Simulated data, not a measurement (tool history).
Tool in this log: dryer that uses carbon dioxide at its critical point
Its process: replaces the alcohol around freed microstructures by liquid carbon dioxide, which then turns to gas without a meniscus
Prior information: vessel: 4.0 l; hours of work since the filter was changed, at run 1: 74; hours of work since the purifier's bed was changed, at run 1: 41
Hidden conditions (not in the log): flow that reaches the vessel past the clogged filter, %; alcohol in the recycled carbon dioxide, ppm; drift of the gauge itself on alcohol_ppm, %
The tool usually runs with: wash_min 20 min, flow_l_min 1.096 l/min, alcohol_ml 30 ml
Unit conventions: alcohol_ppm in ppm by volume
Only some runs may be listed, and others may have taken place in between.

run,hour,wash_min,flow_l_min,alcohol_ml,hours of work since the filter was changed,hours of work since the purifier's bed was changed,alcohol_ppm
1,0,20,1.096,30,74,41,55
2,28.8,20,1.096,30,83,50,58
3,44.7,20,1.096,30,88,55,59
4,63,20,1.096,30,94,61,62
5,81.8,20,1.096,30,100,67,63
6,106.9,20,1.096,30,108,75,64
7,140.5,20,1.096,30,118,86,66
8,166.8,20,1.096,30,127,94,69
9,204.4,20,0.75,30,139,106,302
10,229.4,20,1.096,30,147,114,75
11,262.5,20,0.7,30,157,125,391
12,281.5,20,0.7,30,163,131,394
13,299.2,20,1.096,30,169,136,76
14,329.2,20,1.096,30,178,146,79
# hour 351.9: inlet filter changed
15,362.6,20,1.096,30,3,156,55
16,385.8,20,1.096,30,11,164,54
17,411,16,1.45,53,19,172,54
18,439.6,16,1.45,53,28,181,62
19,462.8,20,1.22,30,35,188,36
20,500.8,27,1.22,30,47,200,13
21,517.7,21,1.04,23,53,205,55
22,551.8,21,1.04,23,64,216,53
23,584.9,21,1.04,23,74,227,50
24,619,21,1.04,23,85,238,58
25,647.1,12,0.77,45,94,247,1483

Run 26 comes next. What will it give?
26,675.2,12,0.77,45,103,256,?

{"run 26": {"alcohol_ppm": 1481}}
If the tool had no hidden condition, the same run with the same run-to-run variation would have returned alcohol_ppm 1307 ppm by volume.
